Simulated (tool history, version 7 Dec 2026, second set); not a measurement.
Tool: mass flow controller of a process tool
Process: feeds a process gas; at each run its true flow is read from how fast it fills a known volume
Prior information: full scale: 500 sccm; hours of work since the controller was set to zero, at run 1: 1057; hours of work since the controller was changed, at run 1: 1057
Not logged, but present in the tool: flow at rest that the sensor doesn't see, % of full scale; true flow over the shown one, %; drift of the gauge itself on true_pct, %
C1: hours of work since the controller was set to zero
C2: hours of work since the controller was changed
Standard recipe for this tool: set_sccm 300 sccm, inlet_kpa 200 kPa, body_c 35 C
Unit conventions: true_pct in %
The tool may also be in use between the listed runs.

{"run": 1, "day": 0.0, "set_sccm": 300, "inlet_kpa": 200, "body_c": 35, "C1": 1057, "C2": 1057, "true_pct": 100.5}
{"run": 2, "day": 2.733, "set_sccm": 81, "inlet_kpa": 200, "body_c": 35, "C1": 1087, "C2": 1087, "true_pct": 99.68}
{"run": 3, "day": 4.05, "set_sccm": 81, "inlet_kpa": 200, "body_c": 35, "C1": 1102, "C2": 1102, "true_pct": 99.75}
{"run": 4, "day": 5.388, "set_sccm": 81, "inlet_kpa": 200, "body_c": 35, "C1": 1117, "C2": 1117, "true_pct": 99.63}
{"run": 5, "day": 7.154, "set_sccm": 300, "inlet_kpa": 200, "body_c": 37, "C1": 1136, "C2": 1136, "true_pct": 100.56}
{"run": 6, "day": 9.317, "set_sccm": 300, "inlet_kpa": 200, "body_c": 37, "C1": 1160, "C2": 1160, "true_pct": 100.5}
{"run": 7, "day": 10.779, "set_sccm": 300, "inlet_kpa": 200, "body_c": 35, "C1": 1177, "C2": 1177, "true_pct": 100.39}
{"run": 8, "day": 13.254, "set_sccm": 300, "inlet_kpa": 200, "body_c": 35, "C1": 1204, "C2": 1204, "true_pct": 100.21}
{"run": 9, "day": 14.696, "set_sccm": 300, "inlet_kpa": 200, "body_c": 35, "C1": 1220, "C2": 1220, "true_pct": 100.33}
{"run": 10, "day": 17.854, "set_sccm": 300, "inlet_kpa": 189, "body_c": 35, "C1": 1255, "C2": 1255, "true_pct": 100.18}
{"run": 11, "day": 19.55, "set_sccm": 300, "inlet_kpa": 170, "body_c": 35, "C1": 1274, "C2": 1274, "true_pct": 100.1}
{"run": 12, "day": 22.067, "set_sccm": 300, "inlet_kpa": 170, "body_c": 35, "C1": 1302, "C2": 1302, "true_pct": 99.94}
{"run": 13, "day": 24.562, "set_sccm": 300, "inlet_kpa": 170, "body_c": 35, "C1": 1330, "C2": 1330, "true_pct": 100.02}
{"run": 14, "day": 27.033, "set_sccm": 300, "inlet_kpa": 170, "body_c": 35, "C1": 1358, "C2": 1358, "true_pct": 100.03}
{"run": 15, "day": 28.379, "set_sccm": 157, "inlet_kpa": 170, "body_c": 35, "C1": 1373, "C2": 1373, "true_pct": 99.52}
{"run": 16, "day": 31.071, "set_sccm": 217, "inlet_kpa": 200, "body_c": 35, "C1": 1403, "C2": 1403, "true_pct": 99.81}
{"run": 17, "day": 33.112, "set_sccm": 217, "inlet_kpa": 200, "body_c": 35, "C1": 1425, "C2": 1425, "true_pct": 99.62}
{"run": 18, "day": 35.717, "set_sccm": 60, "inlet_kpa": 200, "body_c": 35, "C1": 1454, "C2": 1454, "true_pct": 99.2}
{"run": 19, "day": 38.225, "set_sccm": 60, "inlet_kpa": 200, "body_c": 35, "C1": 1482, "C2": 1482, "true_pct": 99.02}
{"run": 20, "day": 39.754, "set_sccm": 300, "inlet_kpa": 252, "body_c": 35, "C1": 1499, "C2": 1499, "true_pct": 100.08}
{"run": 21, "day": 41.258, "set_sccm": 118, "inlet_kpa": 200, "body_c": 35, "C1": 1516, "C2": 1516, "true_pct": 99.2}
{"run": 22, "day": 44.017, "set_sccm": 118, "inlet_kpa": 200, "body_c": 35, "C1": 1547, "C2": 1547, "true_pct": 99.23}
{"run": 23, "day": 45.488, "set_sccm": 300, "inlet_kpa": 200, "body_c": 35, "C1": 1563, "C2": 1563, "true_pct": 99.83}
{"run": 24, "day": 47.558, "set_sccm": 300, "inlet_kpa": 200, "body_c": 35, "C1": 1586, "C2": 1586, "true_pct": 99.7}
{"day": 49.967, "done": "gauge calibrated"}
{"run": 25, "day": 50.5, "set_sccm": 253, "inlet_kpa": 247, "body_c": 36, "C1": 1619, "C2": 1619, "true_pct": 100.55}
{"run": 26, "day": 53.454, "set_sccm": 397, "inlet_kpa": 143, "body_c": 36, "C1": 1652, "C2": 1652, "true_pct": 100.68}
{"run": 27, "day": 56.225, "set_sccm": 300, "inlet_kpa": 234, "body_c": 35, "C1": 1683, "C2": 1683, "true_pct": 100.39}
{"run": 28, "day": 57.542, "set_sccm": 262, "inlet_kpa": 205, "body_c": 35, "C1": 1697, "C2": 1697, "true_pct": 100.32}
{"run": 29, "day": 59.821, "set_sccm": 262, "inlet_kpa": 201, "body_c": 35, "C1": 1723, "C2": 1723, "true_pct": 100.12}
{"run": 30, "day": 62.821, "set_sccm": 188, "inlet_kpa": 249, "body_c": 35, "C1": 1756, "C2": 1756, "true_pct": 100.09}
{"run": 31, "day": 65.475, "set_sccm": 100, "inlet_kpa": 200, "body_c": 35, "C1": 1786, "C2": 1786, "true_pct": 99.62}
{"run": 32, "day": 67.662, "set_sccm": 72, "inlet_kpa": 150, "body_c": 20, "C1": 1810, "C2": 1810, "true_pct": 97.61}
{"run": 33, "day": 69.683, "set_sccm": 174, "inlet_kpa": 230, "body_c": 30, "C1": 1832, "C2": 1832, "true_pct": 99.16}
{"run": 34, "day": 71.546, "set_sccm": 174, "inlet_kpa": 230, "body_c": 30, "C1": 1853, "C2": 1853, "true_pct": 99.28}
{"run": 35, "day": 74.621, "set_sccm": 53, "inlet_kpa": 167, "body_c": 29, "C1": 1887, "C2": 1887, "true_pct": 98.52}
{"run": 36, "day": 76.417, "set_sccm": 58, "inlet_kpa": 167, "body_c": 24, "C1": 1907, "C2": 1907, "true_pct": 97.91}
{"run": 37, "day": 78.629, "set_sccm": 58, "inlet_kpa": 167, "body_c": 24, "C1": 1932, "C2": 1932, "true_pct": 97.89}
{"run": 38, "day": 80.667, "set_sccm": 300, "inlet_kpa": 162, "body_c": 35, "C1": 1955, "C2": 1955, "true_pct": 99.99}
{"run": 39, "day": 82.592, "set_sccm": 198, "inlet_kpa": 145, "body_c": 23, "C1": 1976, "C2": 1976, "true_pct": 98.11}
{"run": 40, "day": 85.454, "set_sccm": 69, "inlet_kpa": 218, "body_c": 21, "C1": 2008, "C2": 2008, "true_pct": 97.81}
{"run": 41, "day": 87.917, "set_sccm": 69, "inlet_kpa": 218, "body_c": 21, "C1": 2035, "C2": 2035, "true_pct": 97.71}
{"run": 42, "day": 89.471, "set_sccm": 300, "inlet_kpa": 149, "body_c": 35, "C1": 2053, "C2": 2053, "true_pct": 99.82}
{"run": 43, "day": 91.608, "set_sccm": 300, "inlet_kpa": 149, "body_c": 35, "C1": 2076, "C2": 2076, "true_pct": 99.88}
{"run": 44, "day": 94.4, "set_sccm": 300, "inlet_kpa": 200, "body_c": 22, "C1": 2108, "C2": 2108, "true_pct": 98.38}
{"run": 45, "day": 96.433, "set_sccm": 214, "inlet_kpa": 219, "body_c": 21, "C1": 2130, "C2": 2130, "true_pct": 98.11}
{"run": 46, "day": 98.479, "set_sccm": 407, "inlet_kpa": 200, "body_c": 29, "C1": 2153, "C2": 2153, "true_pct": 99.6}
{"run": 47, "day": 101.162, "set_sccm": 84, "inlet_kpa": 200, "body_c": 30, "C1": 2183, "C2": 2183, "true_pct": 98.47}
{"run": 48, "day": 102.896, "set_sccm": 84, "inlet_kpa": 253, "body_c": 30, "C1": 2202, "C2": 2202, "true_pct": 98.55}

Each run again, without the hidden state but with its own random variation kept:
run=1 true_pct=100.51
run=2 true_pct=99.72
run=3 true_pct=99.81
run=4 true_pct=99.7
run=5 true_pct=100.65
run=6 true_pct=100.62
run=7 true_pct=100.54
run=8 true_pct=100.38
run=9 true_pct=100.53
run=10 true_pct=100.42
run=11 true_pct=100.36
run=12 true_pct=100.23
run=13 true_pct=100.34
run=14 true_pct=100.39
run=15 true_pct=99.89
run=16 true_pct=100.22
run=17 true_pct=100.05
run=18 true_pct=99.67
run=19 true_pct=99.52
run=20 true_pct=100.6
run=21 true_pct=99.75
run=22 true_pct=99.8
run=23 true_pct=100.43
run=24 true_pct=100.33
run=25 true_pct=100.56
run=26 true_pct=100.73
run=27 true_pct=100.48
run=28 true_pct=100.43
run=29 true_pct=100.26
run=30 true_pct=100.27
run=31 true_pct=99.83
run=32 true_pct=97.85
run=33 true_pct=99.42
run=34 true_pct=99.57
run=35 true_pct=98.85
run=36 true_pct=98.26
run=37 true_pct=98.27
run=38 true_pct=100.4
run=39 true_pct=98.54
run=40 true_pct=98.28
run=41 true_pct=98.2
run=42 true_pct=100.35
run=43 true_pct=100.43
run=44 true_pct=98.95
run=45 true_pct=98.72
run=46 true_pct=100.24
run=47 true_pct=99.14
run=48 true_pct=99.25

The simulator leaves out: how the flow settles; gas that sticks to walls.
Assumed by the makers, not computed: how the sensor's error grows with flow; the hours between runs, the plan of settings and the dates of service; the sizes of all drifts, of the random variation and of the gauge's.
